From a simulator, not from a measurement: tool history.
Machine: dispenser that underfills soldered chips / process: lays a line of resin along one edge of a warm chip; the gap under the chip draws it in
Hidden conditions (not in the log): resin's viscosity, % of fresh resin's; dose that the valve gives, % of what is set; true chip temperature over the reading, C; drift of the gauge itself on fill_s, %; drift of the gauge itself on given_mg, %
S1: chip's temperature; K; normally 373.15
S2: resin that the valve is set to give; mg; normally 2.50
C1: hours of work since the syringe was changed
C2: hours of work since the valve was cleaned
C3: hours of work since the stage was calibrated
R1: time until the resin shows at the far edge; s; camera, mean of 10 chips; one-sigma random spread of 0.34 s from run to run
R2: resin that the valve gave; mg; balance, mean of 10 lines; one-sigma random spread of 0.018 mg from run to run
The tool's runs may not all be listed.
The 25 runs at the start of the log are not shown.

| run | hour | S1 | S2 | C1 | C2 | C3 | R1 | R2 |
|---|---|---|---|---|---|---|---|---|
| 26 | 220.7 | 365.15 | 2.49 | 5 | 102 | 313 | 32.6 | 2.39 |
|  | 223.6 | new syringe of resin |
| 27 | 226.7 | 384.15 | 2.44 | 2 | 106 | 317 | 10.9 | 2.35 |
|  | 232.4 | dispensing valve cleaned and set on the balance |
|  | 235.1 | new syringe of resin |
| 28 | 236.0 | 379.15 | 2.52 | 1 | 2 | 323 | 11.5 | 2.53 |
|  | 245.2 | new syringe of resin |
| 29 | 246.2 | 363.15 | 2.24 | 1 | 9 | 330 | 24.4 | 2.23 |
|  | 253.5 | stage's temperature calibrated |
|  | 256.2 | new syringe of resin |
| 30 | 256.2 | 363.15 | 2.24 | 0 | 16 | 2 | 24.5 | 2.23 |
| 31 | 265.4 | 383.15 | 2.99 | 7 | 22 | 8 | 17.3 | 2.98 |
|  | 266.5 | new syringe of resin |
| 32 | 270.3 | 383.15 | 2.99 | 3 | 25 | 12 | 12.2 | 2.94 |
| 33 | 275.3 | 363.15 | 2.91 | 6 | 29 | 15 | 42.4 | 2.86 |
|  | 276.9 | new syringe of resin |
| 34 | 281.9 | 385.15 | 2.23 | 4 | 33 | 20 | 12.5 | 2.20 |
|  | 287.5 | new syringe of resin |
| 35 | 292.0 | 370.15 | 2.50 | 3 | 40 | 27 | 24.2 | 2.48 |

Below are 4 alternative next runs, each starting from the tool's condition after run 35. Predict each:
|  | 297.8 | new syringe of resin |
| A | 299.6 | 373.15 | 2.17 | 1 | 46 | 32 | ? | ? |
|  | 297.8 | new syringe of resin |
| B | 299.6 | 385.15 | 2.20 | 1 | 46 | 32 | ? | ? |
|  | 297.8 | new syringe of resin |
| C | 299.6 | 369.15 | 2.50 | 1 | 46 | 32 | ? | ? |
|  | 297.8 | new syringe of resin |
| D | 299.6 | 377.15 | 2.38 | 1 | 46 | 32 | ? | ? |

| run | R1 | R2 |
|---|---|---|
| A | 17.6 | 2.13 |
| B | 10.4 | 2.17 |
| C | 20.2 | 2.46 |
| D | 14.7 | 2.34 |
Had the tool no hidden state, the same runs would have come out as:
| run | R1 | R2 |
|---|---|---|
| A | 15.8 | 2.17 |
| B | 9.3 | 2.21 |
| C | 18.2 | 2.51 |
| D | 13.2 | 2.39 |
